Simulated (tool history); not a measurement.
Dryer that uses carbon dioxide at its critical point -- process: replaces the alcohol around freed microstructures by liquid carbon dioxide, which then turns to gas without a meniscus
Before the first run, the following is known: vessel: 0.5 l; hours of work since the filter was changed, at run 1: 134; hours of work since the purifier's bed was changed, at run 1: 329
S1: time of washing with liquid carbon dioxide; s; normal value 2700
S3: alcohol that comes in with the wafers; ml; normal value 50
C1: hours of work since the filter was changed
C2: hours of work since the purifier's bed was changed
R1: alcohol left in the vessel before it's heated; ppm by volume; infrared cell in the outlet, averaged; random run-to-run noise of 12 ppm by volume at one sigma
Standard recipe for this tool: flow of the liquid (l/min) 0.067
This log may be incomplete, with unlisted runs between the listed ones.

Run 1, hour 0: usual settings; C1 134; C2 329. Result: R1 1024 ppm by volume.
Run 2, hour 15.4: usual settings; C1 141; C2 336. Result: R1 1021 ppm by volume.
Run 3, hour 32: usual settings; C1 149; C2 344. Result: R1 1044 ppm by volume.
Run 4, hour 45.9: usual settings but S1 3300 s; C1 155; C2 350. Result: R1 438 ppm by volume.
Run 5, hour 68: usual settings but S3 21 ml; C1 166; C2 361. Result: R1 502 ppm by volume.
Run 6, hour 98.2: usual settings but S3 21 ml; C1 180; C2 375. Result: R1 528 ppm by volume.
Run 7, hour 125.4: usual settings but S1 1800 s; C1 192; C2 388. Result: R1 4740 ppm by volume.
Run 8, hour 146.5: usual settings but S1 2100 s; C1 202; C2 397. Result: R1 2949 ppm by volume.
Run 9, hour 171: usual settings but S1 2100 s; C1 214; C2 409. Result: R1 2991 ppm by volume.
Run 10, hour 188.7: usual settings but S1 2100 s; C1 222; C2 417. Result: R1 3008 ppm by volume.
Run 11, hour 216.5: usual settings but S1 2100 s; C1 235; C2 430. Result: R1 3053 ppm by volume.
Run 12, hour 230.8: usual settings but S1 2100 s; C1 241; C2 437. Result: R1 3056 ppm by volume.
Run 13, hour 262.7: usual settings but S1 2100 s; C1 256; C2 451. Result: R1 3162 ppm by volume.
Run 14, hour 292.9: usual settings but S1 2100 s; C1 270; C2 465. Result: R1 3180 ppm by volume.
Run 15, hour 321.5: usual settings but S1 2100 s; C1 284; C2 479. Result: R1 3394 ppm by volume.
Run 16, hour 346.8: usual settings but S1 2100 s; C1 295; C2 491. Result: R1 3426 ppm by volume.
Run 17, hour 366.8: usual settings but S1 2100 s, S3 23 ml; C1 305; C2 500. Result: R1 1652 ppm by volume.
Run 18, hour 396.2: usual settings but S1 2100 s, S3 23 ml; C1 318; C2 514. Result: R1 1731 ppm by volume.
Run 19, hour 414.4: usual settings but S1 3600 s, S3 23 ml; C1 327; C2 522. Result: R1 292 ppm by volume.
Run 20, hour 428.5: usual settings but S3 34 ml; C1 333; C2 529. Result: R1 1032 ppm by volume.
Run 21, hour 456.6: usual settings but S1 3060 s, flow of the liquid (l/min) 0.0422, S3 48 ml; C1 347; C2 542. Result: R1 4751 ppm by volume.
Run 22, hour 475: usual settings but S1 3360 s, flow of the liquid (l/min) 0.0683, S3 64 ml; C1 355; C2 550. Result: R1 690 ppm by volume.
Run 23, hour 502.3: usual settings but S1 3900 s; C1 368; C2 563. Result: R1 373 ppm by volume.
Run 24, hour 518.9: usual settings but S1 3720 s, S3 109 ml; C1 376; C2 571. Result: R1 760 ppm by volume.

Expected results for the next run?
Run 25, hour 549.9: usual settings but flow of the liquid (l/min) 0.1135, S3 69 ml; C1 390; C2 585. Result: R1 ?.

For run 25 the tool returned R1 251 ppm by volume.
Take away the tool's hidden state, keep the run-to-run variation as it was, and the same run would have given R1 24 ppm by volume.

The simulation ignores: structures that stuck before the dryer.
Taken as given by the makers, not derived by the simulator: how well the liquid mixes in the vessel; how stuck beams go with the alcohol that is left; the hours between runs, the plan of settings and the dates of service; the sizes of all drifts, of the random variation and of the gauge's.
